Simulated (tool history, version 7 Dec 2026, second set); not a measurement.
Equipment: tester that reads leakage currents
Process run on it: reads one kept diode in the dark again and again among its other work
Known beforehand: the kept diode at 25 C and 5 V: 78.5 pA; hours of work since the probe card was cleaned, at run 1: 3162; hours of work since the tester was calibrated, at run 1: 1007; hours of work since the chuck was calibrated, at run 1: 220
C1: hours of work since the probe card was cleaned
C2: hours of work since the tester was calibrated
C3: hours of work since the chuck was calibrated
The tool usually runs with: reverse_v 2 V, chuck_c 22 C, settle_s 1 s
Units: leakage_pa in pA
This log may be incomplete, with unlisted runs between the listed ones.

Run 1, day 0: usual settings; C1 3162; C2 1007; C3 220. Result: leakage_pa 49.67 pA.
Run 2, day 5.646: usual settings; C1 3228; C2 1074; C3 286. Result: leakage_pa 50.05 pA.
Run 3, day 10.004: usual settings; C1 3279; C2 1125; C3 337. Result: leakage_pa 50.92 pA.
Run 4, day 13.775: usual settings; C1 3323; C2 1169; C3 382. Result: leakage_pa 51.11 pA.
Run 5, day 17.075: usual settings but reverse_v 13.3 V; C1 3362; C2 1207; C3 420. Result: leakage_pa 139.24 pA.
At day 20.104: probe card cleaned and baked.
Run 6, day 20.112: usual settings but reverse_v 13.3 V; C1 0; C2 1242; C3 454. Result: leakage_pa 101.65 pA.
Run 7, day 25.45: usual settings but chuck_c 56 C; C1 63; C2 1304; C3 517. Result: leakage_pa 660.25 pA.
Run 8, day 30.867: usual settings but settle_s 1.02 s; C1 126; C2 1368; C3 580. Result: leakage_pa 46.8 pA.
At day 32.083: chuck's temperature calibrated.
Run 9, day 36.054: usual settings but chuck_c 35 C; C1 186; C2 1427; C3 46. Result: leakage_pa 126.05 pA.
Run 10, day 40.517: usual settings but chuck_c 32 C; C1 238; C2 1480; C3 99. Result: leakage_pa 99.26 pA.
Run 11, day 46.117: usual settings but chuck_c 32 C; C1 304; C2 1545; C3 164. Result: leakage_pa 100.33 pA.
Run 12, day 51.167: usual settings but settle_s 1.95 s; C1 363; C2 1604; C3 224. Result: leakage_pa 43.87 pA.
Run 13, day 55.929: usual settings but settle_s 1.95 s; C1 419; C2 1660; C3 279. Result: leakage_pa 44.24 pA.
Run 14, day 61.275: usual settings but reverse_v 2.51 V, settle_s 1.95 s; C1 481; C2 1723; C3 342. Result: leakage_pa 49.38 pA.
Run 15, day 65.475: usual settings but reverse_v 5.68 V, settle_s 0.35 s; C1 531; C2 1772; C3 391. Result: leakage_pa 72.92 pA.
Run 16, day 70.712: usual settings but reverse_v 1.49 V; C1 592; C2 1833; C3 453. Result: leakage_pa 40.46 pA.
Run 17, day 73.562: usual settings but reverse_v 1.49 V; C1 625; C2 1867; C3 486. Result: leakage_pa 40.71 pA.
Run 18, day 80.088: usual settings but reverse_v 2.06 V, settle_s 3.83 s; C1 702; C2 1943; C3 562. Result: leakage_pa 47.32 pA.
At day 82.696: chuck's temperature calibrated.
Run 19, day 83.317: usual settings but reverse_v 2.46 V, chuck_c 21 C; C1 739; C2 1980; C3 7. Result: leakage_pa 44.18 pA.
Run 20, day 87.338: usual settings but reverse_v 2.46 V, chuck_c 45 C; C1 786; C2 2027; C3 54. Result: leakage_pa 303.69 pA.
Run 21, day 94.225: usual settings but reverse_v 8.43 V; C1 866; C2 2108; C3 135. Result: leakage_pa 85.98 pA.
Run 22, day 98.85: usual settings but reverse_v 3.49 V, settle_s 0.44 s; C1 921; C2 2162; C3 189. Result: leakage_pa 59.16 pA.

Each row is a separate what-if for the run after 22, all from the same tool condition, not one after another. Results?
Run A, day 103.225: usual settings but chuck_c 45 C, settle_s 7.78 s; C1 972; C2 2213; C3 241. Result: leakage_pa ?.
Run B, day 103.225: usual settings but settle_s 8.85 s; C1 972; C2 2213; C3 241. Result: leakage_pa ?.
Run C, day 103.225: usual settings but reverse_v 3.49 V, settle_s 1.82 s; C1 972; C2 2213; C3 241. Result: leakage_pa ?.
Run D, day 103.225: usual settings but reverse_v 3.49 V, chuck_c 28 C, settle_s 0.44 s; C1 972; C2 2213; C3 241. Result: leakage_pa ?.
Run E, day 103.225: usual settings but reverse_v 3.49 V, settle_s 0.39 s; C1 972; C2 2213; C3 241. Result: leakage_pa ?.

run  leakage_pa
  A      286.72
  B       45.64
  C       58.73
  D       97.04
  E       59.66
Take away the tool's hidden state, keep each run's random variation, and the runs would have read:
run  leakage_pa
  A      270.95
  B       41.51
  C       52.68
  D       89.07
  E       53.61

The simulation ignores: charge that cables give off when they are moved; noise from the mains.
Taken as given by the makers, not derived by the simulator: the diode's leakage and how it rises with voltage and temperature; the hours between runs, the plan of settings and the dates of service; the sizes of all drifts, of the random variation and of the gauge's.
